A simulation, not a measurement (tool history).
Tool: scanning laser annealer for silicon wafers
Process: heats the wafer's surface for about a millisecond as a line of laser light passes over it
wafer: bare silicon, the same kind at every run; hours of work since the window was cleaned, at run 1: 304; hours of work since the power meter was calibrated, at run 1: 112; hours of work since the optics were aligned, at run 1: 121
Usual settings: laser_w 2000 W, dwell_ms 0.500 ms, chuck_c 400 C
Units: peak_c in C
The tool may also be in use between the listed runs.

| run | hour | laser_w | dwell_ms | chuck_c | hours of work since the window was cleaned | hours of work since the power meter was calibrated | hours of work since the optics were aligned | peak_c |
|---|---|---|---|---|---|---|---|---|
| 1 | 0.0 | 2000 | 0.500 | 400 | 304 | 112 | 121 | 1162 |
| 2 | 9.4 | 2000 | 0.500 | 400 | 312 | 119 | 128 | 1165 |
| 3 | 19.2 | 2000 | 0.500 | 388 | 319 | 127 | 135 | 1154 |
| 4 | 29.9 | 2000 | 0.500 | 400 | 327 | 135 | 143 | 1163 |
| 5 | 40.8 | 2000 | 0.500 | 400 | 335 | 143 | 152 | 1164 |
| 6 | 47.3 | 2000 | 0.500 | 400 | 340 | 148 | 157 | 1162 |
| 7 | 54.0 | 2000 | 0.500 | 400 | 345 | 153 | 162 | 1163 |
| 8 | 59.7 | 2000 | 0.500 | 400 | 349 | 157 | 166 | 1163 |
| 9 | 65.6 | 2000 | 0.500 | 400 | 354 | 162 | 170 | 1164 |
| 10 | 72.8 | 2000 | 0.500 | 400 | 359 | 167 | 176 | 1161 |
| 11 | 79.9 | 2000 | 0.402 | 377 | 364 | 172 | 181 | 1051 |
| 12 | 85.0 | 2045 | 0.446 | 400 | 368 | 176 | 185 | 1135 |
| 13 | 91.6 | 2045 | 0.584 | 377 | 373 | 181 | 190 | 1236 |
| 14 | 101.2 | 2000 | 0.500 | 392 | 380 | 188 | 197 | 1153 |
| 15 | 105.9 | 2087 | 0.500 | 425 | 384 | 192 | 201 | 1233 |

Run 16 comes next. What will it give?
| 16 | 111.8 | 1760 | 0.500 | 416 | 388 | 196 | 205 | ? |

Run 16 gave peak_c 1060 C.
Without the tool's hidden state the same run would have given peak_c 1061 C.
